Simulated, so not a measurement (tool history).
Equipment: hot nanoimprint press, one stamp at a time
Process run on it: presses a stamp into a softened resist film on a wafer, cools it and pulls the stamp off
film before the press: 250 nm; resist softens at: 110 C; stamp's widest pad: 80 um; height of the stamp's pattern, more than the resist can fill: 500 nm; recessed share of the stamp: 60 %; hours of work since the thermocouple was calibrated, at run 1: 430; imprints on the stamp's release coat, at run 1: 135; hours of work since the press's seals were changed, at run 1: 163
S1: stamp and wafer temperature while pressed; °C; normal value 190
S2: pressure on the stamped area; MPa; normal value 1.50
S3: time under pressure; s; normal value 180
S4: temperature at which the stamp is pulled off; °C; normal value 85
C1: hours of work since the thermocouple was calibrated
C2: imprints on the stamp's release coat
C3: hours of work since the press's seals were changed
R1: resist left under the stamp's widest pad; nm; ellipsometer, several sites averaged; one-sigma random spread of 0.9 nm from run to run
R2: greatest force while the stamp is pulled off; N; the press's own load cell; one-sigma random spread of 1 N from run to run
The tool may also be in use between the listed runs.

run	day	S1	S2	S3	S4	C1	C2	C3	R1	R2
1	0.000	190	1.50	180	85	430	135	163	126.2	105
2	0.504	190	1.50	180	85	439	190	172	125.2	105
# day 0.675: plate thermocouple calibrated
3	1.188	190	1.50	180	85	9	251	182	125.0	106
4	1.679	190	1.50	92	85	18	306	191	155.1	105
5	2.162	190	1.50	92	85	27	358	200	155.7	106
6	2.708	190	1.50	92	85	37	418	210	155.2	107
7	3.262	190	1.50	92	85	47	479	220	154.9	105
8	3.696	190	1.50	92	85	55	526	228	153.7	105
9	4.142	187	1.50	92	85	63	576	236	170.1	107
# day 4.533: stamp cleaned and given a new release coat
10	4.971	187	1.50	92	85	74	48	246	169.2	105
11	5.583	187	1.50	92	85	85	115	258	168.0	106
12	6.112	190	1.50	180	85	94	173	267	124.7	106
13	6.438	190	1.50	180	85	100	209	273	125.8	106
14	6.983	190	1.50	180	85	110	269	283	125.3	104
15	7.442	190	1.50	180	85	118	319	291	123.7	107
16	8.033	181	1.50	180	80	129	384	302	172.1	108
17	8.675	190	0.91	98	74	141	454	314	181.1	114
18	9.000	187	0.91	159	74	147	490	320	175.1	115
19	9.408	187	1.86	159	83	154	535	327	133.9	106
20	9.742	190	1.86	159	83	160	571	333	118.1	109
# day 10.196: stamp cleaned and given a new release coat
21	10.367	190	1.86	159	83	167	18	340	117.6	108
22	10.821	184	1.50	180	83	175	68	348	156.8	107
23	11.317	190	1.50	105	84	184	123	357	147.2	106
24	11.617	190	1.06	261	78	190	156	363	129.7	110
25	12.012	190	1.06	261	91	197	199	370	130.1	103
26	12.471	197	1.84	180	85	205	250	378	85.9	108
27	12.750	197	1.84	180	85	211	280	383	85.6	105
28	13.317	199	1.84	182	85	221	342	394	78.1	105
29	13.892	184	2.19	184	75	231	405	404	133.0	114
30	14.308	190	2.27	237	85	239	451	412	91.6	105

Each row is a separate what-if for the run after 30, all from the same tool condition, not one after another. Results?
A	14.754	190	2.27	360	85	247	500	420	?	?
B	14.754	179	1.47	237	86	247	500	420	?	?
C	14.754	202	2.27	237	77	247	500	420	?	?

run	R1	R2
A	78.1	105
B	172.6	106
C	55.3	110
The same runs, with their run-to-run variation unchanged, on a tool lacking any hidden condition would have given:
run	R1	R2
A	78.0	105
B	172.4	106
C	55.3	110
